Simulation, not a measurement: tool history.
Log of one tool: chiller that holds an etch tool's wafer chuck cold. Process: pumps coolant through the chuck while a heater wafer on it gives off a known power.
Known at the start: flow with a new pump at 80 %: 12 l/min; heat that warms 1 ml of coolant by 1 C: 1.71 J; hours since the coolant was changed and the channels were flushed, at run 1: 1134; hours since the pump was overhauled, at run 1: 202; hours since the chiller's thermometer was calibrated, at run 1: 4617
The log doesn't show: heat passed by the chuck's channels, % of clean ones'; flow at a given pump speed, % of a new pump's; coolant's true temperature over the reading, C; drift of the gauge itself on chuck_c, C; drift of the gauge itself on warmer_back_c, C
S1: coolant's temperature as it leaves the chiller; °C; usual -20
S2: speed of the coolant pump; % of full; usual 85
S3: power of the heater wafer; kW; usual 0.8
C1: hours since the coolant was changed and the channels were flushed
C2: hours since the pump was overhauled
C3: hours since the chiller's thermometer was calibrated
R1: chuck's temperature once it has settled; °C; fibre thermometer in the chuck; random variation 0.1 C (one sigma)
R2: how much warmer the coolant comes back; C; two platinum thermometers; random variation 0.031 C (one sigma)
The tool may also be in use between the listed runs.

run   hour   S1  S2     S3    C1   C2    C3     R1    R2
  1      0  -20  85    0.8  1134  202  4617  -13.8  2.18
  2   15.6  -20  85    0.8  1150  218  4633  -13.7  2.27
  3   40.8  -20  85    0.8  1175  243  4658  -13.9   2.2
  4   66.6  -20  85    0.8  1201  269  4684  -13.7  2.21
  5   88.6  -20  85    0.8  1223  291  4706  -13.8  2.27
  6  116.2  -20  85    0.8  1250  319  4734  -13.4  2.27
  7  144.5  -20  85    0.8  1279  347  4762  -13.4   2.2
  8  166.3  -20  63  0.421  1300  369  4784  -15.7  1.57
  9    194  -20  85  0.479  1328  396  4811    -16  1.37
 10  207.3  -11  85    0.8  1341  410  4825   -4.6  2.23
 11  235.2  -20  88  0.424  1369  438  4853  -16.6  1.15
 12    256  -20  88  0.424  1390  458  4873  -16.6  1.13
 13  273.6  -19  88  0.424  1408  476  4891  -15.7  1.19

Forecast each of these 5 alternatives for the next run:
  A  302.2  -25  88  0.424  1436  505  4920   ?   ?
  B  302.2  -14  88  0.424  1436  505  4920   ?   ?
  C  302.2  -29  88  0.424  1436  505  4920   ?   ?
  D  302.2  -25  71  1.013  1436  505  4920   ?   ?
  E  302.2  -27  88  0.965  1436  505  4920   ?   ?

run     R1    R2
  A  -21.6  1.14
  B  -10.8  1.17
  C  -25.6  1.05
  D  -15.7  3.38
  E  -19.3  2.66
Without the tool's hidden state the same runs would have given:
run     R1    R2
  A  -21.9  1.13
  B  -11.1  1.16
  C  -25.9  1.04
  D  -16.2  3.34
  E  -19.8  2.63
